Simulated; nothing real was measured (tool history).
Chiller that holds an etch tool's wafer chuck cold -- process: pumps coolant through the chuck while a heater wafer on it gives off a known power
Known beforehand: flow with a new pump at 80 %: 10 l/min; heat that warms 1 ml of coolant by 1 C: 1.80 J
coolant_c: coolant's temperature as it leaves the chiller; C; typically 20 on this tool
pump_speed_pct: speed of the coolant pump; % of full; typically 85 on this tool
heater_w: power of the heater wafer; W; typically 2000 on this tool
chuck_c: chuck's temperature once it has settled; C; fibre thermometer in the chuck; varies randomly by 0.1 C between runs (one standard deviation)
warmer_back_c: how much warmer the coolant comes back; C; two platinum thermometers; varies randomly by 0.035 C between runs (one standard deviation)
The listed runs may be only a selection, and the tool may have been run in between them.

Run 1, hour 0: usual settings. Result: chuck_c 35 C, warmer_back_c 6.27 C.
Run 2, hour 34.3: usual settings. Result: chuck_c 34.9 C, warmer_back_c 6.27 C.
Run 3, hour 91.2: usual settings. Result: chuck_c 35.1 C, warmer_back_c 6.24 C.
Run 4, hour 116.2: usual settings. Result: chuck_c 34.9 C, warmer_back_c 6.18 C.
Run 5, hour 173.7: usual settings. Result: chuck_c 34.9 C, warmer_back_c 6.25 C.
Run 6, hour 221.3: usual settings. Result: chuck_c 35 C, warmer_back_c 6.26 C.
Run 7, hour 278.7: usual settings. Result: chuck_c 34.9 C, warmer_back_c 6.24 C.
Run 8, hour 335.2: usual settings but pump_speed_pct 91 % of full. Result: chuck_c 34 C, warmer_back_c 5.77 C.
Run 9, hour 391.6: usual settings but pump_speed_pct 91 % of full. Result: chuck_c 34 C, warmer_back_c 5.8 C.
Run 10, hour 422.5: usual settings but pump_speed_pct 91 % of full. Result: chuck_c 34 C, warmer_back_c 5.75 C.
Run 11, hour 448.7: usual settings but pump_speed_pct 91 % of full. Result: chuck_c 33.8 C, warmer_back_c 5.76 C.
Run 12, hour 496: usual settings but pump_speed_pct 91 % of full. Result: chuck_c 34 C, warmer_back_c 5.78 C.
Run 13, hour 524.9: usual settings. Result: chuck_c 34.9 C, warmer_back_c 6.17 C.
Run 14, hour 578.5: usual settings. Result: chuck_c 34.9 C, warmer_back_c 6.14 C.
Run 15, hour 605.6: usual settings but heater_w 1215 W. Result: chuck_c 29.2 C, warmer_back_c 3.71 C.
Run 16, hour 657.7: usual settings but heater_w 1215 W. Result: chuck_c 29.1 C, warmer_back_c 3.71 C.
Run 17, hour 699.2: usual settings but pump_speed_pct 79 % of full. Result: chuck_c 36 C, warmer_back_c 6.67 C.
Run 18, hour 723.1: usual settings but coolant_c 16 C, pump_speed_pct 95 % of full. Result: chuck_c 29.4 C, warmer_back_c 5.46 C.
Run 19, hour 762.6: usual settings but coolant_c 16 C, pump_speed_pct 95 % of full. Result: chuck_c 29.5 C, warmer_back_c 5.42 C.
Run 20, hour 805.3: usual settings but coolant_c 16 C, pump_speed_pct 68 % of full. Result: chuck_c 34.4 C, warmer_back_c 7.85 C.
Run 21, hour 852.3: usual settings but coolant_c 16 C, pump_speed_pct 68 % of full. Result: chuck_c 34.5 C, warmer_back_c 7.84 C.
Run 22, hour 903.1: usual settings but coolant_c 16 C, pump_speed_pct 100 % of full, heater_w 2054 W. Result: chuck_c 29.2 C, warmer_back_c 5.32 C.
Run 23, hour 949.5: usual settings but coolant_c 16 C, pump_speed_pct 81 % of full, heater_w 2054 W. Result: chuck_c 32.1 C, warmer_back_c 6.64 C.
Run 24, hour 978.7: usual settings but coolant_c 25 C, pump_speed_pct 92 % of full, heater_w 1579 W. Result: chuck_c 36.1 C, warmer_back_c 4.39 C.
Run 25, hour 1019.8: usual settings but coolant_c 13 C, pump_speed_pct 93 % of full, heater_w 1834 W. Result: chuck_c 25.5 C, warmer_back_c 4.99 C.
Run 26, hour 1046.8: usual settings but coolant_c 13 C, pump_speed_pct 87 % of full, heater_w 1061 W. Result: chuck_c 20.8 C, warmer_back_c 3.06 C.
Run 27, hour 1085.5: usual settings but coolant_c 13 C, pump_speed_pct 87 % of full, heater_w 1061 W. Result: chuck_c 20.9 C, warmer_back_c 3.08 C.
Run 28, hour 1112.9: usual settings but coolant_c 23 C, pump_speed_pct 76 % of full, heater_w 1284 W. Result: chuck_c 33.7 C, warmer_back_c 4.33 C.
Run 29, hour 1139.7: usual settings but coolant_c 19 C, pump_speed_pct 71 % of full, heater_w 2617 W. Result: chuck_c 42.3 C, warmer_back_c 9.75 C.
Run 30, hour 1193.3: usual settings but pump_speed_pct 96 % of full, heater_w 1944 W. Result: chuck_c 33.1 C, warmer_back_c 5.14 C.
Run 31, hour 1232.4: usual settings but pump_speed_pct 64 % of full, heater_w 2411 W. Result: chuck_c 43.6 C, warmer_back_c 10.15 C.
Run 32, hour 1283.6: usual settings but heater_w 2781 W. Result: chuck_c 40.8 C, warmer_back_c 8.49 C.
Run 33, hour 1331.1: usual settings but coolant_c 26 C, pump_speed_pct 88 % of full, heater_w 1089 W. Result: chuck_c 34 C, warmer_back_c 3.08 C.

Below, some changes in warmer_back_c between adjacent runs. For each, the amount present without the hidden state too (settings, incoming material, random variation) and the amount remaining for the hidden state with gauge scatter not shared by both compared results:
The tool's hidden condition here consists of: heat passed by the chuck's channels, % of clean ones'; flow at a given pump speed, % of a new pump's; coolant's true temperature over the reading, C; drift of the gauge itself on chuck_c, C; drift of the gauge itself on warmer_back_c, C.
Run 2 -> 3: settings left as they were, no log entry in between. warmer_back_c -0.03 C: hidden state -0.01, all else -0.02.
Run 6 -> 7: settings left as they were, no log entry in between. warmer_back_c -0.02 C: hidden state -0.02, all else +0.
Run 28 -> 29: coolant_c 23 -> 19, pump_speed_pct 76 -> 71, heater_w 1284 -> 2617. warmer_back_c +5.42 C: hidden state +0, all else +5.42.
Run 29 -> 30: coolant_c 19 -> 20, pump_speed_pct 71 -> 96, heater_w 2617 -> 1944. warmer_back_c -4.61 C: hidden state -0.02, all else -4.59.
Run 30 -> 31: pump_speed_pct 96 -> 64, heater_w 1944 -> 2411. warmer_back_c +5.01 C: hidden state +0, all else +5.01.
Run 32 -> 33: coolant_c 20 -> 26, pump_speed_pct 85 -> 88, heater_w 2781 -> 1089. warmer_back_c -5.41 C: hidden state -0.01, all else -5.4.
